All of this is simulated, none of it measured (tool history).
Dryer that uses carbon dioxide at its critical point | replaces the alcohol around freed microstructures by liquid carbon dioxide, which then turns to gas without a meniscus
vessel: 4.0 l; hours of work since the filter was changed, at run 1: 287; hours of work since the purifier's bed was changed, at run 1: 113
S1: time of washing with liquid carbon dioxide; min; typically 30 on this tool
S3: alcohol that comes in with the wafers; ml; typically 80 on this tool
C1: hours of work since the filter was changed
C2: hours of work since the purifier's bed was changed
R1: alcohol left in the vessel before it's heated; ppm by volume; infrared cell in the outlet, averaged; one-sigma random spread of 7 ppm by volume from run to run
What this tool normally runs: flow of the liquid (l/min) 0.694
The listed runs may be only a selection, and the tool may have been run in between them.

run 1 hour=0.0 | S1=30 flow_of_the_liquid_(l/min)=0.694 S3=80 | C1=287 C2=113 | R1=392
run 2 hour=31.2 | S1=30 flow_of_the_liquid_(l/min)=0.694 S3=92 | C1=307 C2=133 | R1=459
run 3 hour=52.3 | S1=30 flow_of_the_liquid_(l/min)=0.694 S3=80 | C1=321 C2=147 | R1=402
run 4 hour=74.8 | S1=30 flow_of_the_liquid_(l/min)=0.694 S3=80 | C1=335 C2=161 | R1=424
run 5 hour=99.7 | S1=30 flow_of_the_liquid_(l/min)=0.694 S3=80 | C1=351 C2=178 | R1=422
run 6 hour=113.7 | S1=30 flow_of_the_liquid_(l/min)=0.694 S3=80 | C1=360 C2=187 | R1=433
run 7 hour=136.9 | S1=30 flow_of_the_liquid_(l/min)=0.694 S3=80 | C1=375 C2=202 | R1=432
run 8 hour=150.4 | S1=30 flow_of_the_liquid_(l/min)=0.694 S3=80 | C1=384 C2=211 | R1=439
run 9 hour=182.3 | S1=30 flow_of_the_liquid_(l/min)=0.694 S3=80 | C1=405 C2=231 | R1=442
run 10 hour=210.4 | S1=30 flow_of_the_liquid_(l/min)=0.694 S3=22 | C1=423 C2=249 | R1=163
run 11 hour=233.8 | S1=22 flow_of_the_liquid_(l/min)=0.481 S3=36 | C1=438 C2=265 | R1=1339
run 12 hour=259.2 | S1=22 flow_of_the_liquid_(l/min)=1.098 S3=24 | C1=455 C2=281 | R1=119
run 13 hour=280.5 | S1=22 flow_of_the_liquid_(l/min)=0.496 S3=24 | C1=469 C2=295 | R1=860
run 14 hour=302.0 | S1=30 flow_of_the_liquid_(l/min)=0.694 S3=58 | C1=483 C2=309 | R1=362
run 15 hour=322.9 | S1=30 flow_of_the_liquid_(l/min)=0.694 S3=21 | C1=496 C2=323 | R1=178
run 16 hour=337.9 | S1=41 flow_of_the_liquid_(l/min)=0.424 S3=78 | C1=506 C2=332 | R1=900
run 17 hour=356.8 | S1=33 flow_of_the_liquid_(l/min)=0.694 S3=48 | C1=518 C2=344 | R1=238
run 18 hour=384.7 | S1=33 flow_of_the_liquid_(l/min)=0.694 S3=48 | C1=536 C2=363 | R1=243
run 19 hour=411.4 | S1=21 flow_of_the_liquid_(l/min)=0.539 S3=80 | C1=554 C2=380 | R1=2678
-- hour=430.5 inlet filter changed
run 20 hour=443.6 | S1=30 flow_of_the_liquid_(l/min)=0.694 S3=83 | C1=9 C2=400 | R1=445

How the hidden state differs across the entries between the runs, from the last listed run before each to the first after it:
Logged between run 19 and run 20: inlet filter changed (hour 430.5)
  flow that reaches the vessel past the clogged filter, %: 94.1 -> 99.5; alcohol in the recycled carbon dioxide, ppm: 86.4 -> 90.5
  the result without the hidden state subtracted from the measured one, R1: +397 -> +94 ppm by volume
